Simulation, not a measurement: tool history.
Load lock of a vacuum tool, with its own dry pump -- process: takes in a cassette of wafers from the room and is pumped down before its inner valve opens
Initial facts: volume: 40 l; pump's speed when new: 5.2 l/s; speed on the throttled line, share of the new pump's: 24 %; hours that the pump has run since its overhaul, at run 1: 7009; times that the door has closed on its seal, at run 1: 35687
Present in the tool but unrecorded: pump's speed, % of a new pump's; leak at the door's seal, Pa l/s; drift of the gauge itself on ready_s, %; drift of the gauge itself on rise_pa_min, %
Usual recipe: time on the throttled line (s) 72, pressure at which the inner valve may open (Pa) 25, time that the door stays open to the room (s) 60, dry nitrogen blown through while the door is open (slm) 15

| run | day | time on the throttled line (s) | pressure at which the inner valve may open (Pa) | time that the door stays open to the room (s) | dry nitrogen blown through while the door is open (slm) | hours that the pump has run since its overhaul | times that the door has closed on its seal | incoming humidity of the room's air, % | time from the closed door until the inner valve may open (s) | rise of the pressure with all valves shut (Pa/min) |
|---|---|---|---|---|---|---|---|---|---|---|
| 1 | 0 | 72 | 25 | 60 | 15 | 7009 | 35687 | 46.4 | 123.6 | 0.326 |
| 2 | 7.296 | 72 | 25 | 60 | 15 | 7184 | 36081 | 44 | 122.3 | 0.338 |
| 3 | 15.983 | 117 | 25 | 60 | 15 | 7392 | 36550 | 43.3 | 156.5 | 0.342 |
| 4 | 20.233 | 117 | 25 | 60 | 15 | 7494 | 36780 | 44.5 | 157.5 | 0.345 |
| 5 | 28.858 | 117 | 25 | 60 | 15 | 7701 | 37246 | 44.2 | 156.1 | 0.344 |
| 6 | 33.492 | 72 | 25 | 77 | 15 | 7812 | 37496 | 47.6 | 123.8 | 0.366 |
| 7 | 37.983 | 78 | 25 | 60 | 15 | 7920 | 37738 | 46.7 | 129.5 | 0.367 |
| 8 | 41.921 | 78 | 25 | 60 | 15 | 8015 | 37951 | 45.2 | 128.8 | 0.357 |
| 9 | 47.029 | 78 | 25 | 60 | 15 | 8137 | 38227 | 45.7 | 128.1 | 0.373 |
| 10 | 51.812 | 78 | 25 | 60 | 15 | 8252 | 38485 | 47.4 | 128.4 | 0.373 |
| 11 | 56.133 | 78 | 25 | 60 | 15 | 8356 | 38718 | 45.3 | 128.6 | 0.37 |
| 12 | 65.146 | 72 | 25 | 60 | 15 | 8572 | 39205 | 45.5 | 124.5 | 0.376 |
| 13 | 73.471 | 62 | 25 | 27 | 7 | 8772 | 39655 | 48 | 116.7 | 0.365 |
| 14 | 77.225 | 132 | 25 | 96 | 7 | 8862 | 39857 | 43 | 169.2 | 0.411 |
| 15 | 85.129 | 49 | 21 | 60 | 15 | 9052 | 40284 | 45.9 | 109 | 0.384 |
| 16 | 92.296 | 72 | 26 | 60 | 8 | 9224 | 40671 | 47.7 | 123.1 | 0.412 |
| 17 | 100.012 | 72 | 26 | 60 | 8 | 9409 | 41088 | 47.2 | 123.2 | 0.41 |
| 18 | 107.221 | 72 | 26 | 60 | 8 | 9582 | 41477 | 44.7 | 124 | 0.411 |
| 19 | 115.862 | 72 | 26 | 60 | 8 | 9789 | 41943 | 45.7 | 124.5 | 0.425 |
| 20 | 120.312 | 72 | 26 | 60 | 8 | 9896 | 42184 | 44.4 | 123.8 | 0.421 |
| 21 | 127.738 | 72 | 26 | 60 | 8 | 10074 | 42585 | 48.8 | 125.6 | 0.445 |
| 22 | 136.279 | 72 | 26 | 60 | 8 | 10279 | 43046 | 43.3 | 124.7 | 0.441 |
| 23 | 142.129 | 55 | 34 | 60 | 8 | 10420 | 43362 | 45.3 | 108.9 | 0.431 |
| 24 | 147.675 | 55 | 34 | 60 | 8 | 10553 | 43661 | 44.5 | 110.2 | 0.435 |

Consider 5 possible next runs. They are alternatives, not a sequence: every one starts from the tool as it was left by run 24. What does each give?
| A | 152.933 | 104 | 34 | 60 | 5 | 10679 | 43945 | 43.1 | ? | ? |
| B | 152.933 | 74 | 25 | 40 | 15 | 10679 | 43945 | 44.1 | ? | ? |
| C | 152.933 | 42 | 34 | 60 | 8 | 10679 | 43945 | 46 | ? | ? |
| D | 152.933 | 65 | 20 | 60 | 8 | 10679 | 43945 | 43.7 | ? | ? |
| E | 152.933 | 55 | 34 | 60 | 25 | 10679 | 43945 | 45.7 | ? | ? |

| run | time from the closed door until the inner valve may open (s) | rise of the pressure with all valves shut (Pa/min) |
|---|---|---|
| A | 146 | 0.45 |
| B | 127.9 | 0.421 |
| C | 100.6 | 0.443 |
| D | 122.3 | 0.45 |
| E | 110.2 | 0.435 |
With the hidden condition removed and each run's random variation left untouched, the same runs would have given:
| run | time from the closed door until the inner valve may open (s) | rise of the pressure with all valves shut (Pa/min) |
|---|---|---|
| A | 141.1 | 0.072 |
| B | 121.7 | 0.044 |
| C | 93.8 | 0.066 |
| D | 115.8 | 0.064 |
| E | 103.9 | 0.054 |
